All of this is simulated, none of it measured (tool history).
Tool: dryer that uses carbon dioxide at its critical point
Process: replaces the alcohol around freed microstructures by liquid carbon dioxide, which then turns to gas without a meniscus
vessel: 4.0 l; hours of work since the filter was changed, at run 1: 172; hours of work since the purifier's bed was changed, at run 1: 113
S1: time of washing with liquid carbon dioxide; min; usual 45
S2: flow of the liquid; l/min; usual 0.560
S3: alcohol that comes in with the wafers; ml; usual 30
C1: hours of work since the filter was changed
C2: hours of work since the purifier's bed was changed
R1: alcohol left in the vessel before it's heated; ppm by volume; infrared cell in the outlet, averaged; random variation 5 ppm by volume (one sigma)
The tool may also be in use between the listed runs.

| run | hour | S1 | S2 | S3 | C1 | C2 | R1 |
|---|---|---|---|---|---|---|---|
| 1 | 0.0 | 45 | 0.560 | 30 | 172 | 113 | 55 |
| 2 | 19.3 | 45 | 0.560 | 30 | 181 | 121 | 52 |
| 3 | 34.4 | 45 | 0.560 | 30 | 188 | 128 | 61 |
| 4 | 44.9 | 45 | 0.560 | 30 | 192 | 132 | 59 |
| 5 | 63.6 | 45 | 0.560 | 30 | 200 | 141 | 61 |
| 6 | 83.2 | 45 | 0.560 | 30 | 209 | 149 | 66 |
|  | 91.2 | inlet filter changed |
| 7 | 101.4 | 45 | 0.560 | 30 | 4 | 157 | 63 |
| 8 | 121.2 | 45 | 0.858 | 30 | 13 | 166 | 34 |
| 9 | 141.2 | 45 | 0.858 | 30 | 22 | 174 | 39 |
| 10 | 151.3 | 45 | 0.560 | 35 | 26 | 179 | 68 |
| 11 | 168.1 | 45 | 0.560 | 35 | 34 | 186 | 76 |
| 12 | 177.7 | 45 | 0.560 | 66 | 38 | 190 | 98 |
| 13 | 192.8 | 45 | 0.560 | 30 | 45 | 197 | 65 |
| 14 | 206.0 | 45 | 0.560 | 30 | 51 | 203 | 75 |
| 15 | 222.2 | 45 | 0.560 | 30 | 58 | 210 | 77 |
| 16 | 241.3 | 45 | 0.560 | 30 | 66 | 218 | 74 |
| 17 | 261.5 | 40 | 0.560 | 23 | 75 | 227 | 91 |
| 18 | 273.2 | 27 | 0.826 | 97 | 80 | 232 | 241 |
| 19 | 284.3 | 71 | 0.395 | 63 | 85 | 237 | 74 |
| 20 | 298.7 | 71 | 0.395 | 63 | 91 | 244 | 78 |
| 21 | 318.0 | 34 | 0.460 | 20 | 100 | 252 | 211 |
| 22 | 330.5 | 45 | 0.477 | 81 | 105 | 258 | 229 |
| 23 | 346.0 | 35 | 0.506 | 58 | 112 | 264 | 339 |
| 24 | 360.1 | 50 | 0.499 | 44 | 118 | 271 | 100 |
| 25 | 378.9 | 50 | 0.345 | 85 | 127 | 279 | 478 |
| 26 | 397.5 | 50 | 0.689 | 85 | 135 | 287 | 75 |
| 27 | 410.6 | 45 | 0.560 | 31 | 141 | 293 | 90 |
| 28 | 426.0 | 45 | 0.378 | 31 | 147 | 300 | 231 |
| 29 | 437.1 | 45 | 0.378 | 31 | 152 | 305 | 228 |
| 30 | 451.3 | 37 | 0.531 | 61 | 158 | 311 | 278 |
| 31 | 467.9 | 37 | 0.531 | 61 | 166 | 318 | 270 |
| 32 | 483.9 | 37 | 0.637 | 49 | 173 | 325 | 149 |

The same runs without the tool's hidden state, with the same run-to-run variation:
The hidden state here: flow that reaches the vessel past the clogged filter, %; alcohol in the recycled carbon dioxide, ppm; drift of the gauge itself on alcohol_ppm, %.
| run | R1 |
|---|---|
| 1 | 26 |
| 2 | 21 |
| 3 | 29 |
| 4 | 25 |
| 5 | 26 |
| 6 | 29 |
| 7 | 33 |
| 8 | 2 |
| 9 | 6 |
| 10 | 33 |
| 11 | 38 |
| 12 | 56 |
| 13 | 26 |
| 14 | 34 |
| 15 | 33 |
| 16 | 28 |
| 17 | 42 |
| 18 | 173 |
| 19 | 25 |
| 20 | 27 |
| 21 | 148 |
| 22 | 155 |
| 23 | 254 |
| 24 | 39 |
| 25 | 370 |
| 26 | 16 |
| 27 | 26 |
| 28 | 148 |
| 29 | 144 |
| 30 | 181 |
| 31 | 172 |
| 32 | 69 |

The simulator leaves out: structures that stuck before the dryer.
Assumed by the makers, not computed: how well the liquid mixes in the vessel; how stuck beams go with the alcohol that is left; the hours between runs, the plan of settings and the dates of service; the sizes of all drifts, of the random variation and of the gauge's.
